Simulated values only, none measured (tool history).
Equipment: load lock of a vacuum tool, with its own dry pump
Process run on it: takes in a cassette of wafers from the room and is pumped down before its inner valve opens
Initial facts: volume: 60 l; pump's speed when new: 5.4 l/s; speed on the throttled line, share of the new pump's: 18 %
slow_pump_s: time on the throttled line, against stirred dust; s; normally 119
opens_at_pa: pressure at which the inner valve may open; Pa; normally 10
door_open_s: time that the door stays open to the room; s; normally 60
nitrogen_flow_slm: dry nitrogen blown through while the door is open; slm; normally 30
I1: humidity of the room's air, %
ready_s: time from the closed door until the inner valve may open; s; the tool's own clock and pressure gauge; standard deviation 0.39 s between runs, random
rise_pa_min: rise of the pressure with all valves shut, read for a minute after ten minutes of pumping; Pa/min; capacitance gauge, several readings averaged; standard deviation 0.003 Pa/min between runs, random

Run 1, hour 0.0: usual settings; I1 43.8. Result: ready_s 202.6 s, rise_pa_min 0.644 Pa/min.
Run 2, hour 287.8: usual settings; I1 46.6. Result: ready_s 204.0 s, rise_pa_min 0.696 Pa/min.
Run 3, hour 466.3: usual settings; I1 47.4. Result: ready_s 202.8 s, rise_pa_min 0.732 Pa/min.
Run 4, hour 622.2: usual settings; I1 47.3. Result: ready_s 203.7 s, rise_pa_min 0.761 Pa/min.
At hour 783.7: door's seal changed, seat wiped.
Run 5, hour 930.0: usual settings but slow_pump_s 85 s; I1 46.8. Result: ready_s 175.5 s, rise_pa_min 0.021 Pa/min.
Run 6, hour 1095.0: usual settings but slow_pump_s 85 s; I1 43.7. Result: ready_s 175.4 s, rise_pa_min 0.026 Pa/min.
Run 7, hour 1233.3: usual settings but slow_pump_s 85 s; I1 43.1. Result: ready_s 176.1 s, rise_pa_min 0.034 Pa/min.
Run 8, hour 1545.3: usual settings; I1 46.2. Result: ready_s 203.0 s, rise_pa_min 0.047 Pa/min.
Run 9, hour 1689.8: usual settings but nitrogen_flow_slm 16 slm; I1 42.0. Result: ready_s 204.2 s, rise_pa_min 0.059 Pa/min.
Run 10, hour 1830.3: usual settings but nitrogen_flow_slm 16 slm; I1 42.3. Result: ready_s 204.5 s, rise_pa_min 0.067 Pa/min.
Run 11, hour 2087.1: usual settings but door_open_s 140 s, nitrogen_flow_slm 16 slm; I1 39.6. Result: ready_s 204.0 s, rise_pa_min 0.083 Pa/min.
Run 12, hour 2295.4: usual settings but door_open_s 140 s, nitrogen_flow_slm 16 slm; I1 45.3. Result: ready_s 204.3 s, rise_pa_min 0.104 Pa/min.
Run 13, hour 2497.3: usual settings but door_open_s 140 s, nitrogen_flow_slm 16 slm; I1 46.3. Result: ready_s 204.2 s, rise_pa_min 0.116 Pa/min.
Run 14, hour 2690.5: usual settings but slow_pump_s 92 s, door_open_s 140 s, nitrogen_flow_slm 16 slm; I1 46.3. Result: ready_s 183.2 s, rise_pa_min 0.134 Pa/min.
Run 15, hour 2834.9: usual settings but slow_pump_s 92 s, opens_at_pa 16 Pa, door_open_s 223 s, nitrogen_flow_slm 16 slm; I1 43.1. Result: ready_s 176.3 s, rise_pa_min 0.150 Pa/min.
Run 16, hour 3077.6: usual settings but slow_pump_s 92 s, opens_at_pa 16 Pa, door_open_s 223 s, nitrogen_flow_slm 16 slm; I1 45.6. Result: ready_s 177.6 s, rise_pa_min 0.170 Pa/min.
Run 17, hour 3247.8: usual settings but slow_pump_s 67 s, opens_at_pa 16 Pa, door_open_s 223 s, nitrogen_flow_slm 10 slm; I1 42.1. Result: ready_s 156.9 s, rise_pa_min 0.187 Pa/min.
Run 18, hour 3508.8: usual settings but opens_at_pa 8 Pa; I1 46.0. Result: ready_s 207.7 s, rise_pa_min 0.184 Pa/min.
Run 19, hour 3732.2: usual settings but slow_pump_s 155 s, opens_at_pa 11 Pa, door_open_s 150 s, nitrogen_flow_slm 18 slm; I1 46.2. Result: ready_s 234.2 s, rise_pa_min 0.205 Pa/min.
Run 20, hour 3942.1: usual settings but slow_pump_s 113 s, opens_at_pa 8 Pa, door_open_s 150 s, nitrogen_flow_slm 10 slm; I1 45.4. Result: ready_s 203.0 s, rise_pa_min 0.238 Pa/min.
Run 21, hour 4104.5: usual settings but slow_pump_s 113 s, opens_at_pa 8 Pa, door_open_s 150 s, nitrogen_flow_slm 9 slm; I1 42.1. Result: ready_s 203.7 s, rise_pa_min 0.254 Pa/min.
Run 22, hour 4415.7: usual settings but slow_pump_s 113 s, opens_at_pa 8 Pa, door_open_s 74 s, nitrogen_flow_slm 9 slm; I1 39.3. Result: ready_s 203.8 s, rise_pa_min 0.280 Pa/min.
Run 23, hour 4567.2: usual settings but slow_pump_s 113 s, opens_at_pa 8 Pa, door_open_s 69 s, nitrogen_flow_slm 26 slm; I1 42.1. Result: ready_s 204.2 s, rise_pa_min 0.293 Pa/min.
Run 24, hour 4703.5: usual settings but slow_pump_s 113 s, opens_at_pa 8 Pa, door_open_s 119 s, nitrogen_flow_slm 26 slm; I1 45.0. Result: ready_s 203.3 s, rise_pa_min 0.313 Pa/min.
Run 25, hour 4833.2: usual settings but slow_pump_s 113 s, opens_at_pa 8 Pa, door_open_s 119 s, nitrogen_flow_slm 26 slm; I1 44.5. Result: ready_s 204.3 s, rise_pa_min 0.329 Pa/min.
Run 26, hour 5116.3: usual settings but slow_pump_s 86 s, opens_at_pa 8 Pa, door_open_s 119 s, nitrogen_flow_slm 9 slm; I1 46.3. Result: ready_s 181.9 s, rise_pa_min 0.372 Pa/min.
Run 27, hour 5399.9: usual settings but opens_at_pa 18 Pa, nitrogen_flow_slm 13 slm; I1 48.1. Result: ready_s 199.2 s, rise_pa_min 0.403 Pa/min.

Below are 5 alternative next runs, each starting from the tool's condition after run 27. Predict each:
Run A, hour 5675.2: usual settings but slow_pump_s 112 s, opens_at_pa 18 Pa, door_open_s 26 s, nitrogen_flow_slm 16 slm; I1 44.9. Result: ready_s ?, rise_pa_min ?.
Run B, hour 5675.2: usual settings but slow_pump_s 83 s, opens_at_pa 8 Pa, nitrogen_flow_slm 45 slm; I1 48.0. Result: ready_s ?, rise_pa_min ?.
Run C, hour 5675.2: usual settings but opens_at_pa 18 Pa, door_open_s 51 s, nitrogen_flow_slm 5 slm; I1 42.4. Result: ready_s ?, rise_pa_min ?.
Run D, hour 5675.2: usual settings; I1 41.1. Result: ready_s ?, rise_pa_min ?.
Run E, hour 5675.2: usual settings but slow_pump_s 185 s, opens_at_pa 18 Pa, door_open_s 57 s, nitrogen_flow_slm 13 slm; I1 48.1. Result: ready_s ?, rise_pa_min ?.

run  ready_s  rise_pa_min
  A    194.3        0.422
  B    181.1        0.415
  C    199.7        0.434
  D    206.0        0.428
  E    253.4        0.425
Had the tool no hidden state, the same runs would have come out as:
run  ready_s  rise_pa_min
  A    188.6        0.009
  B    174.3        0.013
  C    194.3        0.028
  D    200.2        0.021
  E    248.6        0.024
